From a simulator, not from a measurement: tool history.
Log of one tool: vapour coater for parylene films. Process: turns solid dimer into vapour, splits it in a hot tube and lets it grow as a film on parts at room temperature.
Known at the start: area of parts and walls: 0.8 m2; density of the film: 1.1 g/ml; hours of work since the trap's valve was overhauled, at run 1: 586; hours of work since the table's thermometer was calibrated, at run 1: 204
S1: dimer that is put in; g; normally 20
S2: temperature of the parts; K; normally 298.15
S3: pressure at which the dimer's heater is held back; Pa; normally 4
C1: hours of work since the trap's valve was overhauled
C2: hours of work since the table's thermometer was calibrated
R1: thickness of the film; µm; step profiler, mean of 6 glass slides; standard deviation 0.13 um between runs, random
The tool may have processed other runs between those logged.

run 1 hour=0 | S1=20 S2=298.15 S3=4 | C1=586 C2=204 | R1=14.17
run 2 hour=19.3 | S1=20 S2=298.15 S3=7.2 | C1=601 C2=220 | R1=12.35
run 3 hour=41.9 | S1=20 S2=298.15 S3=11.97 | C1=619 C2=238 | R1=11.4
run 4 hour=59.8 | S1=20 S2=298.15 S3=3.4 | C1=634 C2=252 | R1=14.69
-- hour=87.7 trap's valve overhauled
run 5 hour=87.7 | S1=20 S2=298.15 S3=3.4 | C1=0 C2=271 | R1=16.53
run 6 hour=109.7 | S1=20 S2=298.15 S3=3.4 | C1=18 C2=289 | R1=16.75
run 7 hour=129.7 | S1=20 S2=298.15 S3=3.4 | C1=34 C2=305 | R1=16.59
run 8 hour=160.3 | S1=20 S2=298.15 S3=4 | C1=58 C2=329 | R1=16.04
run 9 hour=177.6 | S1=20 S2=298.15 S3=4 | C1=72 C2=343 | R1=16.06
run 10 hour=190.7 | S1=20 S2=298.15 S3=2.76 | C1=82 C2=354 | R1=16.97
run 11 hour=218.9 | S1=20 S2=298.15 S3=2.76 | C1=105 C2=376 | R1=16.93
run 12 hour=239.9 | S1=20 S2=298.15 S3=2.76 | C1=122 C2=393 | R1=16.96
run 13 hour=261.1 | S1=20 S2=298.15 S3=4 | C1=139 C2=410 | R1=15.89
run 14 hour=289.4 | S1=20 S2=298.15 S3=4 | C1=161 C2=433 | R1=15.79
run 15 hour=302.9 | S1=20 S2=298.15 S3=4 | C1=172 C2=443 | R1=15.78
run 16 hour=320.4 | S1=20 S2=303.15 S3=4 | C1=186 C2=457 | R1=13.3
run 17 hour=350.6 | S1=20 S2=303.15 S3=4 | C1=210 C2=482 | R1=13.28
run 18 hour=364.1 | S1=20 S2=298.15 S3=4 | C1=221 C2=492 | R1=15.7
run 19 hour=380.5 | S1=20 S2=295.15 S3=4 | C1=234 C2=505 | R1=17.22
run 20 hour=408.8 | S1=20 S2=295.15 S3=4 | C1=257 C2=528 | R1=16.97
run 21 hour=436.9 | S1=24 S2=298.15 S3=6.94 | C1=279 C2=550 | R1=16.51
run 22 hour=465.4 | S1=25 S2=304.15 S3=5.67 | C1=302 C2=573 | R1=14.71
run 23 hour=485.1 | S1=13 S2=293.15 S3=4.1 | C1=318 C2=589 | R1=11.46
run 24 hour=507.3 | S1=13 S2=293.15 S3=4.1 | C1=336 C2=607 | R1=11.61
run 25 hour=525.6 | S1=20 S2=302.15 S3=4 | C1=350 C2=621 | R1=13.2
run 26 hour=550.1 | S1=21 S2=295.15 S3=4.51 | C1=370 C2=641 | R1=16.97
run 27 hour=578.3 | S1=21 S2=295.15 S3=2.63 | C1=392 C2=664 | R1=18.64
run 28 hour=596.2 | S1=21 S2=293.15 S3=2.65 | C1=407 C2=678 | R1=19.66
run 29 hour=619.8 | S1=20 S2=300.15 S3=4.62 | C1=426 C2=697 | R1=13.63
run 30 hour=633.8 | S1=13 S2=304.15 S3=7.41 | C1=437 C2=708 | R1=7.1
run 31 hour=664.3 | S1=12 S2=298.15 S3=6.19 | C1=461 C2=732 | R1=8.18
run 32 hour=690.7 | S1=20 S2=298.15 S3=6.18 | C1=482 C2=753 | R1=13.35
run 33 hour=710.5 | S1=20 S2=298.15 S3=6.18 | C1=498 C2=769 | R1=13.49
run 34 hour=740.5 | S1=20 S2=298.15 S3=6.18 | C1=522 C2=793 | R1=13.33
run 35 hour=769 | S1=10 S2=302.15 S3=6.55 | C1=545 C2=816 | R1=5.91
run 36 hour=794.4 | S1=10 S2=302.15 S3=6.55 | C1=565 C2=836 | R1=5.64
run 37 hour=807.1 | S1=10 S2=302.15 S3=6.55 | C1=575 C2=847 | R1=5.7
run 38 hour=833.1 | S1=10 S2=302.15 S3=6.55 | C1=596 C2=867 | R1=5.67
run 39 hour=848 | S1=10 S2=302.15 S3=6.55 | C1=608 C2=879 | R1=5.59

5 options for the next run, each taken on its own from the tool as it stands now. Forecast them:
run A hour=871.7 | S1=15 S2=298.15 S3=4 | C1=627 C2=898 | R1=?
run B hour=871.7 | S1=10 S2=302.15 S3=4.61 | C1=627 C2=898 | R1=?
run C hour=871.7 | S1=16 S2=298.15 S3=4 | C1=627 C2=898 | R1=?
run D hour=871.7 | S1=20 S2=290.15 S3=10.96 | C1=627 C2=898 | R1=?
run E hour=871.7 | S1=10 S2=302.15 S3=4.57 | C1=627 C2=898 | R1=?

run=A R1=10.58
run=B R1=6
run=C R1=11.24
run=D R1=15.04
run=E R1=6.08
Had the tool no hidden state, the same runs would have come out as:
run=A R1=12.21
run=B R1=6.93
run=C R1=12.96
run=D R1=17.35
run=E R1=7.02
